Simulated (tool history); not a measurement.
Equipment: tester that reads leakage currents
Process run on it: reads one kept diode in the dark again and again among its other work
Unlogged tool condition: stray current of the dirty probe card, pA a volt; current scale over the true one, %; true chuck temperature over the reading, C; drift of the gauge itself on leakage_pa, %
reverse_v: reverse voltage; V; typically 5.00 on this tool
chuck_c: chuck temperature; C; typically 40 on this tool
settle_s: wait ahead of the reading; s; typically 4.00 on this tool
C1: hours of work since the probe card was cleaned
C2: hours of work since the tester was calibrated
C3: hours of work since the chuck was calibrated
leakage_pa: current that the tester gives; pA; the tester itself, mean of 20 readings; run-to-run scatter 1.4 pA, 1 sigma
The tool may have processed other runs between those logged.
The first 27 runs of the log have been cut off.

run 28 hour=1545.7 | reverse_v=6.17 chuck_c=34 settle_s=5.91 | C1=2206 C2=1098 C3=1283 | leakage_pa=278.74
run 29 hour=1588.3 | reverse_v=6.17 chuck_c=33 settle_s=5.91 | C1=2226 C2=1117 C3=1302 | leakage_pa=252.36
run 30 hour=1646.4 | reverse_v=7.20 chuck_c=46 settle_s=0.78 | C1=2252 C2=1144 C3=1328 | leakage_pa=842.24
run 31 hour=1683.7 | reverse_v=7.20 chuck_c=46 settle_s=0.78 | C1=2269 C2=1161 C3=1345 | leakage_pa=833.83
-- hour=1696.0 probe card cleaned and baked
run 32 hour=1755.9 | reverse_v=6.92 chuck_c=46 settle_s=0.78 | C1=27 C2=1192 C3=1376 | leakage_pa=813.01
run 33 hour=1805.2 | reverse_v=2.64 chuck_c=49 settle_s=0.75 | C1=49 C2=1214 C3=1399 | leakage_pa=650.42
run 34 hour=1868.9 | reverse_v=18.73 chuck_c=25 settle_s=4.00 | C1=78 C2=1243 C3=1428 | leakage_pa=203.21
run 35 hour=1902.9 | reverse_v=18.48 chuck_c=27 settle_s=0.76 | C1=93 C2=1258 C3=1443 | leakage_pa=246.66
run 36 hour=1947.9 | reverse_v=5.99 chuck_c=32 settle_s=0.62 | C1=114 C2=1278 C3=1463 | leakage_pa=222.84
run 37 hour=2009.5 | reverse_v=1.35 chuck_c=26 settle_s=2.54 | C1=142 C2=1306 C3=1491 | leakage_pa=60.87
run 38 hour=2058.0 | reverse_v=1.35 chuck_c=26 settle_s=2.54 | C1=163 C2=1328 C3=1513 | leakage_pa=60.91
run 39 hour=2095.2 | reverse_v=1.35 chuck_c=26 settle_s=2.54 | C1=180 C2=1345 C3=1530 | leakage_pa=60.70

Each row is a separate what-if for the run after 39, all from the same tool condition, not one after another. Results?
run A hour=2138.7 | reverse_v=4.44 chuck_c=49 settle_s=2.71 | C1=200 C2=1365 C3=1549 | leakage_pa=?
run B hour=2138.7 | reverse_v=4.22 chuck_c=46 settle_s=0.39 | C1=200 C2=1365 C3=1549 | leakage_pa=?
run C hour=2138.7 | reverse_v=16.14 chuck_c=47 settle_s=4.00 | C1=200 C2=1365 C3=1549 | leakage_pa=?
run D hour=2138.7 | reverse_v=5.00 chuck_c=21 settle_s=7.39 | C1=200 C2=1365 C3=1549 | leakage_pa=?
run E hour=2138.7 | reverse_v=5.00 chuck_c=40 settle_s=2.98 | C1=200 C2=1365 C3=1549 | leakage_pa=?

run=A leakage_pa=823.41
run=B leakage_pa=630.22
run=C leakage_pa=1316.23
run=D leakage_pa=70.87
run=E leakage_pa=410.22
Without the tool's unlogged condition, the same runs would have read:
run=A leakage_pa=934.20
run=B leakage_pa=716.41
run=C leakage_pa=1494.75
run=D leakage_pa=81.93
run=E leakage_pa=468.47
